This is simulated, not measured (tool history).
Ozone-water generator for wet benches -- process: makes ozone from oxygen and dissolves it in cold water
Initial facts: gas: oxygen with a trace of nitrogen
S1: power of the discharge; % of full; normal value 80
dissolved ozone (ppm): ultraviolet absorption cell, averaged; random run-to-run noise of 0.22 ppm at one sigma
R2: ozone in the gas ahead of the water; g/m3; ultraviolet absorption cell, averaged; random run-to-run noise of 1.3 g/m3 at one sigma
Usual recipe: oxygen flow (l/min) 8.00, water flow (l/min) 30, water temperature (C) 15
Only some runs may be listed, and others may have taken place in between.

Run 1, hour 0.0: usual settings. Result: dissolved ozone (ppm) 32.6, R2 247.4 g/m3.
Run 2, hour 76.3: usual settings. Result: dissolved ozone (ppm) 31.9, R2 248.0 g/m3.
Run 3, hour 170.8: usual settings but water flow (l/min) 44. Result: dissolved ozone (ppm) 23.8, R2 249.2 g/m3.
Run 4, hour 256.2: usual settings but water flow (l/min) 44. Result: dissolved ozone (ppm) 23.7, R2 247.8 g/m3.
Run 5, hour 312.2: usual settings but water flow (l/min) 44. Result: dissolved ozone (ppm) 23.7, R2 248.1 g/m3.
Run 6, hour 355.7: usual settings but water flow (l/min) 44. Result: dissolved ozone (ppm) 23.3, R2 246.6 g/m3.
Run 7, hour 451.9: usual settings. Result: dissolved ozone (ppm) 32.2, R2 247.8 g/m3.
Run 8, hour 499.2: usual settings. Result: dissolved ozone (ppm) 32.0, R2 246.0 g/m3.
Run 9, hour 562.0: usual settings. Result: dissolved ozone (ppm) 32.3, R2 244.0 g/m3.
Run 10, hour 634.0: usual settings but oxygen flow (l/min) 12.08. Result: dissolved ozone (ppm) 30.9, R2 189.1 g/m3.
Run 11, hour 725.9: usual settings but water flow (l/min) 41. Result: dissolved ozone (ppm) 24.9, R2 250.6 g/m3.
Run 12, hour 806.6: usual settings but oxygen flow (l/min) 5.03, water temperature (C) 21. Result: dissolved ozone (ppm) 30.4, R2 328.7 g/m3.
Run 13, hour 908.1: usual settings but oxygen flow (l/min) 5.03, water flow (l/min) 41, water temperature (C) 13. Result: dissolved ozone (ppm) 24.9, R2 329.5 g/m3.
Run 14, hour 973.3: usual settings but oxygen flow (l/min) 5.03, water flow (l/min) 41, water temperature (C) 13. Result: dissolved ozone (ppm) 25.2, R2 330.0 g/m3.
Run 15, hour 1037.3: usual settings but oxygen flow (l/min) 7.24, water flow (l/min) 20, water temperature (C) 18. Result: dissolved ozone (ppm) 40.7, R2 264.8 g/m3.

Estimate the outcome of run 16 from the log above:
Run 16, hour 1137.9: usual settings but S1 64 % of full, water flow (l/min) 35, water temperature (C) 12. Result: dissolved ozone (ppm) ?, R2 ?.

Run 16 produced dissolved ozone (ppm) 26.3, R2 217.5 g/m3.
With no hidden state in the tool, this same run would have given dissolved ozone (ppm) 26.3, R2 217.5 g/m3.

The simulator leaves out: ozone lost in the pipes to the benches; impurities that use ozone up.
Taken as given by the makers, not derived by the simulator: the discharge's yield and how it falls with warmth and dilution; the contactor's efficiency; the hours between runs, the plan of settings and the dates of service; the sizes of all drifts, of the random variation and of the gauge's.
